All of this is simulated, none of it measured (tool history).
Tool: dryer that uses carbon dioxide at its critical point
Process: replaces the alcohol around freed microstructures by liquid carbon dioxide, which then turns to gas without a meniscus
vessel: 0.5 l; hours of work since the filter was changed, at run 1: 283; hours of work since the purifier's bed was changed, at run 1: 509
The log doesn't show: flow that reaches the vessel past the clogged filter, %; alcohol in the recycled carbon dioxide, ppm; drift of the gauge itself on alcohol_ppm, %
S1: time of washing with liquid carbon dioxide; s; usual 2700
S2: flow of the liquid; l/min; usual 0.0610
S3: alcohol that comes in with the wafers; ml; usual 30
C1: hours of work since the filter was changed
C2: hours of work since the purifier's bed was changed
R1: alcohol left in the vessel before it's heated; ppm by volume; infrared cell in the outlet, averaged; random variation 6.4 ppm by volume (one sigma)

run,hour,S1,S2,S3,C1,C2,R1
1,0.0,2700,0.0610,30,283,509,432
2,52.0,2700,0.0794,30,320,546,132
3,99.8,2700,0.0794,30,354,579,144
4,155.0,1680,0.0610,30,392,618,3067
5,219.8,2700,0.0610,25,438,664,484
6,277.6,2700,0.0610,25,479,705,520
7,349.8,2700,0.0610,25,530,756,574
# hour 384.2: inlet filter changed
8,416.9,2700,0.0610,25,23,802,265
9,465.2,2700,0.0610,33,57,836,346
10,533.2,2700,0.0610,45,105,884,497
11,587.1,3420,0.0610,30,143,922,124
12,619.1,2400,0.0610,71,166,945,1496

4 ways to go on from here, each from the tool as it stands after run 12. What would each give?
A,653.7,3960,0.0393,36,190,969,?
B,653.7,2700,0.0457,65,190,969,?
C,653.7,2400,0.0470,71,190,969,?
D,653.7,3240,0.0557,67,190,969,?

run,R1
A,550
B,2710
C,4189
D,520
Without the tool's hidden state the same runs would have given:
run,R1
A,376
B,2088
C,3310
D,342

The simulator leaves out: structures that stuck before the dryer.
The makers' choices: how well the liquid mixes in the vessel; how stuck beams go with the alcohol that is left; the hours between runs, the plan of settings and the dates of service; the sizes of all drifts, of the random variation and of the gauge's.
